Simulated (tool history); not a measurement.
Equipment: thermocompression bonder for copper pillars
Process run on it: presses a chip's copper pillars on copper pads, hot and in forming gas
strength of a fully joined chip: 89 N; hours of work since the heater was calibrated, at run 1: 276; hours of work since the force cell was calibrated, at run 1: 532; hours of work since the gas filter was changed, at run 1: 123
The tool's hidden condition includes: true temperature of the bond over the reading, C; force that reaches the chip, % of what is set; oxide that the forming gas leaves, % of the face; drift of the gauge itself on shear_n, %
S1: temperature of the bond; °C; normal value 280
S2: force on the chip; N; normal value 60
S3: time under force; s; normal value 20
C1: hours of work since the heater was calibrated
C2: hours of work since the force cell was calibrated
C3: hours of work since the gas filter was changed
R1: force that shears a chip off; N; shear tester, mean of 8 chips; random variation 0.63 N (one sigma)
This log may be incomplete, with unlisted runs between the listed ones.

run	hour	S1	S2	S3	C1	C2	C3	R1
1	0	280	60	20	276	532	123	59.6
2	12.1	280	60	20	285	541	132	61
3	26.1	280	60	20	294	550	141	61
4	45.2	280	60	20	307	563	154	59.4
5	71.2	280	60	20	325	581	172	59.1
6	97.9	280	60	20	343	599	190	59.1
7	110.4	286	60	20	351	607	198	62.4
8	132.8	286	60	20	366	622	214	61.6
9	153.2	250	60	20	380	636	227	45.4
10	166.5	292	53	43	389	645	236	71.6
11	187.7	251	53	14	404	660	251	36.5
12	207.3	280	43	20	417	673	264	48.7
13	233.3	259	82	17	435	691	282	54.3
14	258.8	252	90	12	452	708	299	49.3
15	275	252	37	12	463	719	310	26.7

Below, some changes in R1 between adjacent runs. For each, the amount present without the hidden state too (settings, incoming material, random variation) and the amount remaining for the hidden state with gauge scatter not shared by both compared results:
Run 10 -> 11: S1 292 -> 251, S3 43 -> 14. R1 -35.1 N: hidden state +0.8, all else -35.9.
Run 14 -> 15: S2 90 -> 37. R1 -22.6 N: hidden state +1.8, all else -24.4.
